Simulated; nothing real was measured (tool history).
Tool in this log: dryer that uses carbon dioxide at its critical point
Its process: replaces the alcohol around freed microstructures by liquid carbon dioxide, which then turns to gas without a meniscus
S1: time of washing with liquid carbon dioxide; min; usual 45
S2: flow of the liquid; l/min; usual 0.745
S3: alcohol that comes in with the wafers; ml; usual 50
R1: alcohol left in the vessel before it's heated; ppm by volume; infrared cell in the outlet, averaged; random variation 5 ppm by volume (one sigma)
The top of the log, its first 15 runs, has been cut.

| run | hour | S1 | S2 | S3 | R1 |
|---|---|---|---|---|---|
| 16 | 259.3 | 45 | 0.745 | 50 | 80 |
| 17 | 273.3 | 45 | 0.745 | 50 | 72 |
| 18 | 295.1 | 45 | 0.745 | 50 | 85 |
| 19 | 313.9 | 48 | 1.014 | 43 | 84 |
| 20 | 330 | 48 | 1.014 | 43 | 86 |
| 21 | 349.2 | 49 | 0.687 | 43 | 103 |
| 22 | 370.2 | 49 | 0.687 | 43 | 104 |
| 23 | 381 | 49 | 0.687 | 43 | 102 |
| 24 | 403.6 | 53 | 0.573 | 35 | 113 |
| 25 | 417.6 | 53 | 0.514 | 27 | 129 |
| 26 | 434 | 48 | 0.514 | 32 | 161 |
| 27 | 456.2 | 53 | 0.559 | 80 | 153 |
| 28 | 466.7 | 29 | 0.745 | 86 | 301 |
| 29 | 485.1 | 58 | 1.009 | 50 | 115 |
| 30 | 507.5 | 58 | 0.713 | 115 | 126 |
| 31 | 520.4 | 54 | 0.714 | 75 | 135 |
| 32 | 542.3 | 54 | 0.714 | 75 | 133 |
| 33 | 561.6 | 42 | 0.595 | 75 | 223 |
| 34 | 573.8 | 42 | 0.595 | 75 | 227 |
| 35 | 584 | 55 | 0.745 | 85 | 147 |

What if the next run were any one of these 5? Each begins from the tool's condition after run 35:
| A | 595.7 | 30 | 0.683 | 83 | ? |
| B | 595.7 | 52 | 0.745 | 108 | ? |
| C | 595.7 | 30 | 0.643 | 85 | ? |
| D | 595.7 | 58 | 0.692 | 59 | ? |
| E | 595.7 | 45 | 0.623 | 28 | ? |

| run | R1 |
|---|---|
| A | 402 |
| B | 151 |
| C | 497 |
| D | 139 |
| E | 155 |
Stripped of hidden state, with their random variation kept, the same runs would have yielded:
| run | R1 |
|---|---|
| A | 205 |
| B | 13 |
| C | 282 |
| D | 7 |
| E | 11 |
